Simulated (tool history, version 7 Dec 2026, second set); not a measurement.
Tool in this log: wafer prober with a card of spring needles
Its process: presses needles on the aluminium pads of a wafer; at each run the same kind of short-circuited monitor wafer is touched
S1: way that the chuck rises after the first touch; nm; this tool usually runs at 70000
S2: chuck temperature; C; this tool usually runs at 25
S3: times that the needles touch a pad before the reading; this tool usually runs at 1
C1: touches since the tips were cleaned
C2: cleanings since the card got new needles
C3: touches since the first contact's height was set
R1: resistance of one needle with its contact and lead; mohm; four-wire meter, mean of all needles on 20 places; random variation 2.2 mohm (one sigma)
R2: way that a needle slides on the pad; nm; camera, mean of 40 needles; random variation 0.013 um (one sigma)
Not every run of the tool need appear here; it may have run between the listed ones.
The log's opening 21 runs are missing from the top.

run   hour     S1  S2  S3    C1  C2     C3   R1     R2
     302.3  -- tips cleaned on abrasive film
 22  303.2  81000  72   2   532  62  11799  259  10000
 23  314.7  63000  25   3  7542  62  18809  270   7750
     317.2  -- tips cleaned on abrasive film
     331.5  -- tips cleaned on abrasive film
 24  331.5  63000  25   3     0  64  28998  241   7710
 25  343.3  63000  25   3  7156  64  36154  266   7760
     346.1  -- tips cleaned on abrasive film
 26  352.5  71000  64   1  3891  65  41737  300   8740
     361.6  -- tips cleaned on abrasive film
 27    372  77000  32   1  6316  66  53547  296   9460
     377.2  -- tips cleaned on abrasive film
     391.8  -- tips cleaned on abrasive film
 28  392.1  85000  86   1   176  68  65747  263  10450
 29  405.8  69000  86   1  8513  68  74084  324   8480
     407.4  -- tips cleaned on abrasive film
     417.9  -- height of the first contact set anew
 30  419.3  69000  86   1  7056  69    845  325   8530
     422.2  -- tips cleaned on abrasive film
 31  434.1  74000  86   1  7255  70   9805  315   9130
     437.5  -- tips cleaned on abrasive film
 32  451.6  70000  34   2  8596  71  20426  285   8630

Branching from run 32: 4 alternative next runs. What would each branch give?
     452.6  -- tips cleaned on abrasive film
  A  464.8  70000   25   1  7431  72  28434   ?   ?
     452.6  -- tips cleaned on abrasive film
  B  464.8  83000   34   2  7431  72  28434   ?   ?
     452.6  -- tips cleaned on abrasive film
  C  464.8  70000   70   2  7431  72  28434   ?   ?
     452.6  -- tips cleaned on abrasive film
  D  464.8  70000  102   2  7431  72  28434   ?   ?

run   R1     R2
  A  314   8620
  B  277  10190
  C  296   8620
  D  296   8610
Take away the tool's hidden state, keep each run's random variation, and the runs would have read:
run   R1     R2
  A  241   8650
  B  243  10210
  C  254   8640
  D  257   8640

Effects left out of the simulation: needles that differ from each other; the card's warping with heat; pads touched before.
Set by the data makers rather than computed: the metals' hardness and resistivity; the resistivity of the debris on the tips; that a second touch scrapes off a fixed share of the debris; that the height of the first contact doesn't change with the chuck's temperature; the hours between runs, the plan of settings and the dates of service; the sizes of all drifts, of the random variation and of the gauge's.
